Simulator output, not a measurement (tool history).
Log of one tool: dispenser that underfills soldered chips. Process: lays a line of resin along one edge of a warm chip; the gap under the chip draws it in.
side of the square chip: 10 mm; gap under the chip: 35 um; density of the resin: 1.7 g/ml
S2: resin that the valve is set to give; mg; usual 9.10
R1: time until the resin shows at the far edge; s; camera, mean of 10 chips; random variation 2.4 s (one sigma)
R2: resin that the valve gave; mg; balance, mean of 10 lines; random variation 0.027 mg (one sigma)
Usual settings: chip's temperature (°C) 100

run 1 hour=0.0 | chip's_temperature_(°C)=100 S2=9.10 | R1=229.3 R2=8.76
run 2 hour=4.0 | chip's_temperature_(°C)=100 S2=8.82 | R1=266.8 R2=8.48
-- hour=8.6 new syringe of resin
run 3 hour=9.7 | chip's_temperature_(°C)=103 S2=9.10 | R1=223.2 R2=8.72
run 4 hour=14.6 | chip's_temperature_(°C)=103 S2=9.10 | R1=264.1 R2=8.71
-- hour=17.0 new syringe of resin
run 5 hour=20.7 | chip's_temperature_(°C)=100 S2=9.10 | R1=255.3 R2=8.66
-- hour=22.6 dispensing valve cleaned and set on the balance
-- hour=26.3 new syringe of resin
run 6 hour=27.2 | chip's_temperature_(°C)=100 S2=7.90 | R1=243.9 R2=7.79
run 7 hour=30.7 | chip's_temperature_(°C)=109 S2=9.10 | R1=196.9 R2=9.03
-- hour=34.7 new syringe of resin
run 8 hour=36.8 | chip's_temperature_(°C)=109 S2=9.10 | R1=188.0 R2=8.96
run 9 hour=41.2 | chip's_temperature_(°C)=103 S2=9.10 | R1=259.7 R2=8.94
-- hour=43.2 new syringe of resin
run 10 hour=46.2 | chip's_temperature_(°C)=103 S2=9.10 | R1=228.3 R2=8.95
run 11 hour=49.8 | chip's_temperature_(°C)=103 S2=9.10 | R1=259.9 R2=8.87
-- hour=51.5 new syringe of resin
run 12 hour=54.6 | chip's_temperature_(°C)=100 S2=10.34 | R1=256.3 R2=10.08
-- hour=59.8 new syringe of resin
run 13 hour=61.1 | chip's_temperature_(°C)=100 S2=9.36 | R1=233.1 R2=9.09
run 14 hour=64.0 | chip's_temperature_(°C)=100 S2=8.47 | R1=262.4 R2=8.22
-- hour=68.0 new syringe of resin
run 15 hour=68.1 | chip's_temperature_(°C)=100 S2=9.10 | R1=227.4 R2=8.81
run 16 hour=72.9 | chip's_temperature_(°C)=89 S2=9.10 | R1=387.1 R2=8.73
-- hour=76.4 new syringe of resin
run 17 hour=78.4 | chip's_temperature_(°C)=100 S2=8.64 | R1=251.7 R2=8.27
run 18 hour=84.1 | chip's_temperature_(°C)=100 S2=8.64 | R1=302.8 R2=8.25
-- hour=84.9 new syringe of resin
run 19 hour=87.7 | chip's_temperature_(°C)=89 S2=7.76 | R1=368.4 R2=7.39
run 20 hour=92.6 | chip's_temperature_(°C)=95 S2=9.10 | R1=345.0 R2=8.66
-- hour=93.2 new syringe of resin
-- hour=96.7 dispensing valve cleaned and set on the balance
run 21 hour=99.8 | chip's_temperature_(°C)=95 S2=9.10 | R1=315.0 R2=9.05
-- hour=102.6 new syringe of resin
run 22 hour=105.1 | chip's_temperature_(°C)=112 S2=8.34 | R1=172.3 R2=8.26
run 23 hour=110.0 | chip's_temperature_(°C)=93 S2=7.97 | R1=375.9 R2=7.89
-- hour=111.2 new syringe of resin
run 24 hour=115.6 | chip's_temperature_(°C)=109 S2=11.18 | R1=200.1 R2=11.03
-- hour=119.5 new syringe of resin
run 25 hour=122.5 | chip's_temperature_(°C)=93 S2=11.18 | R1=305.8 R2=10.99
run 26 hour=126.1 | chip's_temperature_(°C)=93 S2=11.18 | R1=355.7 R2=10.98
-- hour=128.0 new syringe of resin
run 27 hour=129.5 | chip's_temperature_(°C)=100 S2=11.31 | R1=231.7 R2=11.02
run 28 hour=135.3 | chip's_temperature_(°C)=92 S2=11.00 | R1=365.4 R2=10.73
-- hour=136.6 new syringe of resin
run 29 hour=140.8 | chip's_temperature_(°C)=114 S2=7.88 | R1=176.4 R2=7.61
-- hour=144.8 new syringe of resin
run 30 hour=147.6 | chip's_temperature_(°C)=114 S2=7.88 | R1=168.5 R2=7.62
-- hour=153.1 new syringe of resin
run 31 hour=153.1 | chip's_temperature_(°C)=114 S2=7.88 | R1=149.3 R2=7.58
run 32 hour=158.6 | chip's_temperature_(°C)=88 S2=9.78 | R1=403.8 R2=9.34
-- hour=161.3 new syringe of resin
run 33 hour=161.9 | chip's_temperature_(°C)=100 S2=11.72 | R1=222.7 R2=11.22

The next listed run, before its measurement:
run 34 hour=166.5 | chip's_temperature_(°C)=94 S2=11.10 | R1=? R2=?

Run 34 gave R1 319.9 s, R2 10.56 mg.
Without the tool's hidden state the same run would have given R1 287.6 s, R2 11.08 mg.
